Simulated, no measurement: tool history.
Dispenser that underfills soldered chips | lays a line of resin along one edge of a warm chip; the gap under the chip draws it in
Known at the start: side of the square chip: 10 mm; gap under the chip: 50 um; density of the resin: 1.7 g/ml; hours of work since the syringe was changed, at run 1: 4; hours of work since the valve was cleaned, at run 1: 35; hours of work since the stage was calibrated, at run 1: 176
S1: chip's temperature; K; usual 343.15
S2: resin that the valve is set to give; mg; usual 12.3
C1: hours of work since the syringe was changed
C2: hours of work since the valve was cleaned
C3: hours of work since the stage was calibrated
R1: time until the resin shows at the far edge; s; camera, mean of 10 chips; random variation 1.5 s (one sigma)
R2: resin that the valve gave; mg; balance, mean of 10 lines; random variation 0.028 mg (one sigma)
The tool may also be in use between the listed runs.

Run 1, day 0.000: usual settings; C1 4; C2 35; C3 176. Result: R1 196.1 s, R2 12.12 mg.
At day 0.221: new syringe of resin.
Run 2, day 0.392: usual settings but S1 356.15 K; C1 3; C2 42; C3 184. Result: R1 94.5 s, R2 12.01 mg.
At day 0.554: dispensing valve cleaned and set on the balance.
At day 0.696: new syringe of resin.
Run 3, day 0.879: usual settings but S1 356.15 K; C1 3; C2 6; C3 192. Result: R1 95.0 s, R2 12.30 mg.
At day 1.158: new syringe of resin.
Run 4, day 1.267: usual settings but S1 356.15 K; C1 2; C2 13; C3 199. Result: R1 86.4 s, R2 12.22 mg.
At day 1.608: new syringe of resin.
Run 5, day 1.817: usual settings but S2 10.8 mg; C1 4; C2 23; C3 209. Result: R1 202.6 s, R2 10.67 mg.
At day 2.067: new syringe of resin.
Run 6, day 2.275: usual settings but S2 11.7 mg; C1 4; C2 31; C3 217. Result: R1 194.4 s, R2 11.52 mg.
At day 2.529: new syringe of resin.
Run 7, day 2.633: usual settings but S2 11.3 mg; C1 2; C2 38; C3 224. Result: R1 172.0 s, R2 11.05 mg.
At day 2.967: new syringe of resin.
At day 3.054: dispensing valve cleaned and set on the balance.
Run 8, day 3.125: usual settings but S2 11.3 mg; C1 2; C2 1; C3 232. Result: R1 170.3 s, R2 11.26 mg.
Run 9, day 3.412: usual settings but S2 11.6 mg; C1 8; C2 7; C3 237. Result: R1 252.1 s, R2 11.53 mg.
At day 3.454: new syringe of resin.
At day 3.883: new syringe of resin.
Run 10, day 3.883: usual settings but S2 11.6 mg; C1 0; C2 15; C3 246. Result: R1 146.4 s, R2 11.45 mg.
Run 11, day 4.162: usual settings but S1 338.15 K; C1 5; C2 20; C3 251. Result: R1 271.9 s, R2 12.17 mg.
At day 4.329: new syringe of resin.
Run 12, day 4.704: usual settings but S1 338.15 K; C1 7; C2 30; C3 261. Result: R1 302.1 s, R2 12.11 mg.
At day 4.767: new syringe of resin.
Run 13, day 4.996: usual settings but S2 13.1 mg; C1 4; C2 35; C3 266. Result: R1 189.5 s, R2 12.83 mg.
At day 5.196: new syringe of resin.
Run 14, day 5.258: usual settings but S2 13.1 mg; C1 1; C2 40; C3 271. Result: R1 149.9 s, R2 12.81 mg.
At day 5.521: dispensing valve cleaned and set on the balance.
Run 15, day 5.612: usual settings; C1 7; C2 2; C3 276. Result: R1 234.0 s, R2 12.27 mg.
At day 5.675: new syringe of resin.
Run 16, day 6.021: usual settings but S1 334.15 K; C1 6; C2 9; C3 284. Result: R1 360.6 s, R2 12.21 mg.
At day 6.112: new syringe of resin.
Run 17, day 6.408: usual settings; C1 6; C2 16; C3 291. Result: R1 210.3 s, R2 12.23 mg.
At day 6.558: new syringe of resin.
Run 18, day 6.883: usual settings but S1 344.15 K, S2 14.1 mg; C1 6; C2 25; C3 300. Result: R1 203.3 s, R2 13.89 mg.
At day 7.017: new syringe of resin.
Run 19, day 7.375: usual settings but S1 333.15 K, S2 14.4 mg; C1 7; C2 34; C3 309. Result: R1 374.3 s, R2 14.14 mg.
At day 7.479: new syringe of resin.
Run 20, day 7.667: usual settings but S1 333.15 K, S2 14.4 mg; C1 4; C2 39; C3 314. Result: R1 303.4 s, R2 14.11 mg.
At day 7.908: new syringe of resin.
At day 7.988: dispensing valve cleaned and set on the balance.
Run 21, day 8.088: usual settings but S1 349.15 K, S2 14.6 mg; C1 3; C2 2; C3 321. Result: R1 121.8 s, R2 14.64 mg.
At day 8.379: new syringe of resin.
Run 22, day 8.408: usual settings but S1 330.15 K, S2 14.9 mg; C1 1; C2 8; C3 326. Result: R1 275.9 s, R2 14.87 mg.
At day 8.808: new syringe of resin.
Run 23, day 8.833: usual settings but S1 354.15 K; C1 0; C2 15; C3 334. Result: R1 83.3 s, R2 12.23 mg.
At day 9.242: new syringe of resin.
Run 24, day 9.300: usual settings but S1 330.15 K, S2 13.3 mg; C1 1; C2 24; C3 343. Result: R1 299.2 s, R2 13.15 mg.
At day 9.679: new syringe of resin.
Run 25, day 9.679: usual settings but S1 330.15 K, S2 11.6 mg; C1 0; C2 31; C3 350. Result: R1 276.8 s, R2 11.45 mg.
At day 10.108: new syringe of resin.
Run 26, day 10.192: usual settings but S1 331.15 K, S2 15.0 mg; C1 2; C2 40; C3 359. Result: R1 278.8 s, R2 14.72 mg.
At day 10.450: dispensing valve cleaned and set on the balance.
At day 10.579: new syringe of resin.
Run 27, day 10.688: usual settings but S1 331.15 K, S2 15.0 mg; C1 2; C2 4; C3 367. Result: R1 292.9 s, R2 14.96 mg.
At day 11.029: new syringe of resin.
Run 28, day 11.117: usual settings but S1 330.15 K, S2 11.2 mg; C1 2; C2 12; C3 375. Result: R1 315.9 s, R2 11.13 mg.
At day 11.475: new syringe of resin.
Run 29, day 11.575: usual settings but S1 338.15 K, S2 11.9 mg; C1 2; C2 20; C3 383. Result: R1 205.1 s, R2 11.72 mg.
At day 11.938: new syringe of resin.
Run 30, day 11.967: usual settings but S1 338.15 K, S2 11.0 mg; C1 1; C2 27; C3 390. Result: R1 185.5 s, R2 10.84 mg.
Run 31, day 12.200: usual settings but S1 347.15 K; C1 5; C2 32; C3 395. Result: R1 163.0 s, R2 12.10 mg.
At day 12.383: new syringe of resin.
Run 32, day 12.488: usual settings but S1 355.15 K; C1 2; C2 37; C3 400. Result: R1 87.7 s, R2 12.06 mg.
Run 33, day 12.738: usual settings but S1 344.15 K, S2 10.8 mg; C1 7; C2 42; C3 405. Result: R1 220.9 s, R2 10.54 mg.
At day 12.808: new syringe of resin.
At day 12.946: dispensing valve cleaned and set on the balance.
Run 34, day 13.158: usual settings but S1 349.15 K, S2 14.1 mg; C1 6; C2 4; C3 412. Result: R1 148.2 s, R2 14.04 mg.

The same runs without the tool's hidden state, with the same run-to-run variation:
The hidden state here: resin's viscosity, % of fresh resin's; dose that the valve gives, % of what is set; true chip temperature over the reading, C; drift of the gauge itself on fill_s, %; drift of the gauge itself on given_mg, %.
run     R1     R2
  1  150.9  12.32
  2   78.2  12.27
  3   78.5  12.30
  4   78.4  12.27
  5  158.5  10.78
  6  155.2  11.70
  7  156.1  11.26
  8  153.0  11.27
  9  153.6  11.58
 10  155.3  11.56
 11  198.2  12.31
 12  196.4  12.33
 13  149.6  13.10
 14  147.9  13.12
 15  151.2  12.29
 16  242.6  12.27
 17  152.1  12.35
 18  141.1  14.09
 19  253.2  14.42
 20  255.4  14.44
 21  109.8  14.64
 22  292.7  14.91
 23   88.2  12.32
 24  302.1  13.32
 25  306.4  11.64
 26  278.8  15.04
 27  279.3  14.97
 28  309.4  11.19
 29  197.9  11.85
 30  196.8  11.01
 31  125.2  12.32
 32   83.6  12.31
 33  150.5  10.79
 34  109.1  14.06

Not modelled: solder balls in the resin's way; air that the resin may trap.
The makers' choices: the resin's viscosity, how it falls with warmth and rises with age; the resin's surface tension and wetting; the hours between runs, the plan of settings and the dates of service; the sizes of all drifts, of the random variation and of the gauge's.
